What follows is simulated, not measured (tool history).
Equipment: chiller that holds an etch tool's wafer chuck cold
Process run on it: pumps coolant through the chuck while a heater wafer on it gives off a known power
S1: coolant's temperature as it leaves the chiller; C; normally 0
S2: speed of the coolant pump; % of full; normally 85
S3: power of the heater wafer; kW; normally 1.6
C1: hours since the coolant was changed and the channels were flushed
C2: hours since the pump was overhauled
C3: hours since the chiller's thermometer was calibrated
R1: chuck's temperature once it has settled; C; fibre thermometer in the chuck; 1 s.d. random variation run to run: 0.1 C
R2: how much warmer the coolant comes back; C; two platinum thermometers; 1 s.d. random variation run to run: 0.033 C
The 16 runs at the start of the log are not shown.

| run | hour | S1 | S2 | S3 | C1 | C2 | C3 | R1 | R2 |
|---|---|---|---|---|---|---|---|---|---|
| 17 | 632.9 | 0 | 85 | 1.6 | 2815 | 2927 | 3287 | 17.4 | 4.99 |
| 18 | 685.6 | 0 | 85 | 1.6 | 2868 | 2980 | 3340 | 17.4 | 4.95 |
|  | 705.7 | chiller's thermometer calibrated |
| 19 | 743.1 | 0 | 85 | 1.6 | 2924 | 3037 | 37 | 17.7 | 4.94 |
| 20 | 776.5 | 0 | 85 | 0.824 | 2957 | 3070 | 71 | 9.1 | 2.54 |
| 21 | 803.4 | 0 | 97 | 1.6 | 2984 | 3097 | 98 | 16.1 | 4.33 |
| 22 | 858.1 | 6 | 87 | 1.6 | 3039 | 3152 | 152 | 23.5 | 4.82 |
|  | 867.2 | coolant pump overhauled |
| 23 | 900.6 | -9 | 84 | 2.164 | 3077 | 33 | 190 | 16.1 | 6.93 |
| 24 | 936.7 | 3 | 84 | 1.594 | 3113 | 70 | 226 | 21.5 | 5.1 |
| 25 | 986.7 | -1 | 98 | 2.078 | 3163 | 119 | 276 | 20.4 | 5.69 |
| 26 | 1031.9 | -2 | 74 | 0.819 | 3208 | 165 | 321 | 8.4 | 2.98 |
|  | 1074.7 | coolant pump overhauled, once more |
| 27 | 1074.7 | 0 | 97 | 1.219 | 3246 | 0 | 359 | 11.8 | 3.19 |
| 28 | 1117.5 | -3 | 99 | 2.357 | 3288 | 43 | 402 | 19.8 | 5.98 |
| 29 | 1153 | 0 | 80 | 1.6 | 3324 | 78 | 437 | 18.3 | 5.12 |

What will run 30 give?
| 30 | 1203.8 | 0 | 80 | 1.6 | 3375 | 129 | 488 | ? | ? |

Run 30 gave R1 18.4 C, R2 5.09 C.
With the hidden condition absent and the run-to-run variation left alone, this run would have shown R1 17.2 C, R2 5.1 C.

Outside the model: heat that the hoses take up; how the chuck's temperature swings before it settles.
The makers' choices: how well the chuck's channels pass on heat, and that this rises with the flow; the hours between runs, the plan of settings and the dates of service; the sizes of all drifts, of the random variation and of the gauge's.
